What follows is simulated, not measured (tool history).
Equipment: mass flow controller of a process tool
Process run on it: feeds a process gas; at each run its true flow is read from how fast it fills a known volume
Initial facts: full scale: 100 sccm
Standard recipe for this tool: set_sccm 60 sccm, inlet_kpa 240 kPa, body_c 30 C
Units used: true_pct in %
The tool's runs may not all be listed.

Run 1, hour 0.0: usual settings. Result: true_pct 98.62 %.
Run 2, hour 127.0: usual settings. Result: true_pct 98.76 %.
Run 3, hour 227.5: usual settings. Result: true_pct 98.70 %.
Run 4, hour 363.5: usual settings but body_c 36 C. Result: true_pct 98.40 %.
Run 5, hour 434.9: usual settings. Result: true_pct 98.80 %.
Run 6, hour 547.5: usual settings. Result: true_pct 98.79 %.
Run 7, hour 717.9: usual settings. Result: true_pct 98.63 %.
At hour 858.8: controller exchanged for a calibrated one.
Run 8, hour 861.2: usual settings. Result: true_pct 98.59 %.
Run 9, hour 967.4: usual settings. Result: true_pct 98.72 %.
Run 10, hour 1065.8: usual settings but inlet_kpa 235 kPa. Result: true_pct 98.77 %.
Run 11, hour 1139.3: usual settings but inlet_kpa 235 kPa. Result: true_pct 98.78 %.
Run 12, hour 1311.4: usual settings but set_sccm 67 sccm. Result: true_pct 98.89 %.
Run 13, hour 1424.5: usual settings but body_c 22 C. Result: true_pct 99.12 %.
Run 14, hour 1508.9: usual settings but body_c 22 C. Result: true_pct 99.12 %.
Run 15, hour 1644.9: usual settings. Result: true_pct 98.68 %.
Run 16, hour 1776.6: usual settings. Result: true_pct 98.81 %.
Run 17, hour 1864.6: usual settings. Result: true_pct 98.61 %.
Run 18, hour 2008.1: usual settings. Result: true_pct 98.75 %.
Run 19, hour 2127.4: usual settings. Result: true_pct 98.68 %.
Run 20, hour 2235.4: usual settings. Result: true_pct 98.60 %.
Run 21, hour 2380.3: usual settings. Result: true_pct 98.78 %.
Run 22, hour 2494.8: usual settings. Result: true_pct 98.65 %.
Run 23, hour 2586.1: usual settings but inlet_kpa 200 kPa. Result: true_pct 99.09 %.
Run 24, hour 2754.8: usual settings but inlet_kpa 200 kPa. Result: true_pct 98.98 %.
Run 25, hour 2870.2: usual settings but inlet_kpa 190 kPa. Result: true_pct 99.00 %.
Run 26, hour 2964.1: usual settings but set_sccm 13 sccm, inlet_kpa 190 kPa. Result: true_pct 98.27 %.
Run 27, hour 3112.2: usual settings but set_sccm 13 sccm, inlet_kpa 190 kPa. Result: true_pct 98.24 %.
Run 28, hour 3250.4: usual settings but set_sccm 13 sccm, inlet_kpa 271 kPa, body_c 20 C. Result: true_pct 98.04 %.
Run 29, hour 3366.8: usual settings but set_sccm 13 sccm, inlet_kpa 236 kPa, body_c 35 C. Result: true_pct 97.47 %.
Run 30, hour 3455.9: usual settings but set_sccm 13 sccm, inlet_kpa 201 kPa, body_c 24 C. Result: true_pct 98.40 %.
Run 31, hour 3594.9: usual settings but set_sccm 13 sccm, inlet_kpa 201 kPa, body_c 24 C. Result: true_pct 98.50 %.
Run 32, hour 3766.1: usual settings but set_sccm 13 sccm, inlet_kpa 201 kPa, body_c 24 C. Result: true_pct 98.40 %.
Run 33, hour 3861.4: usual settings but set_sccm 93 sccm, inlet_kpa 173 kPa, body_c 24 C. Result: true_pct 100.27 %.
Run 34, hour 3993.4: usual settings but set_sccm 38 sccm, inlet_kpa 180 kPa, body_c 23 C. Result: true_pct 99.13 %.
Run 35, hour 4062.8: usual settings but set_sccm 39 sccm, inlet_kpa 267 kPa, body_c 29 C. Result: true_pct 98.18 %.
Run 36, hour 4155.1: usual settings but set_sccm 39 sccm, inlet_kpa 267 kPa, body_c 29 C. Result: true_pct 98.14 %.
Run 37, hour 4303.0: usual settings but set_sccm 98 sccm, body_c 22 C. Result: true_pct 99.74 %.
Run 38, hour 4454.3: usual settings but set_sccm 56 sccm, inlet_kpa 172 kPa, body_c 22 C. Result: true_pct 99.62 %.
Run 39, hour 4593.7: usual settings but set_sccm 56 sccm, inlet_kpa 172 kPa, body_c 22 C. Result: true_pct 99.52 %.
Run 40, hour 4754.2: usual settings but set_sccm 56 sccm, inlet_kpa 172 kPa, body_c 22 C. Result: true_pct 99.49 %.
Run 41, hour 4845.1: usual settings but set_sccm 63 sccm, inlet_kpa 188 kPa, body_c 34 C. Result: true_pct 98.99 %.
Run 42, hour 4938.2: usual settings but inlet_kpa 148 kPa, body_c 24 C. Result: true_pct 99.71 %.
Run 43, hour 5050.8: usual settings but set_sccm 20 sccm, inlet_kpa 160 kPa, body_c 31 C. Result: true_pct 98.50 %.
Run 44, hour 5156.3: usual settings but set_sccm 11 sccm, body_c 32 C. Result: true_pct 97.63 %.
Run 45, hour 5279.5: usual settings but set_sccm 49 sccm, inlet_kpa 152 kPa, body_c 23 C. Result: true_pct 99.53 %.
Run 46, hour 5384.7: usual settings but inlet_kpa 225 kPa. Result: true_pct 98.79 %.
Run 47, hour 5493.0: usual settings but set_sccm 19 sccm. Result: true_pct 97.79 %.

What if the next run were any one of these 4? Each begins from the tool's condition after run 47:
Run A, hour 5662.0: usual settings but inlet_kpa 201 kPa. Result: true_pct ?.
Run B, hour 5662.0: usual settings but set_sccm 59 sccm, inlet_kpa 166 kPa, body_c 28 C. Result: true_pct ?.
Run C, hour 5662.0: usual settings but set_sccm 20 sccm, inlet_kpa 204 kPa, body_c 39 C. Result: true_pct ?.
Run D, hour 5662.0: usual settings but set_sccm 19 sccm, inlet_kpa 168 kPa. Result: true_pct ?.

run  true_pct
  A     98.97
  B     99.38
  C     97.99
  D     98.43
Without the tool's hidden state the same runs would have given:
run  true_pct
  A     98.97
  B     99.39
  C     98.00
  D     98.43
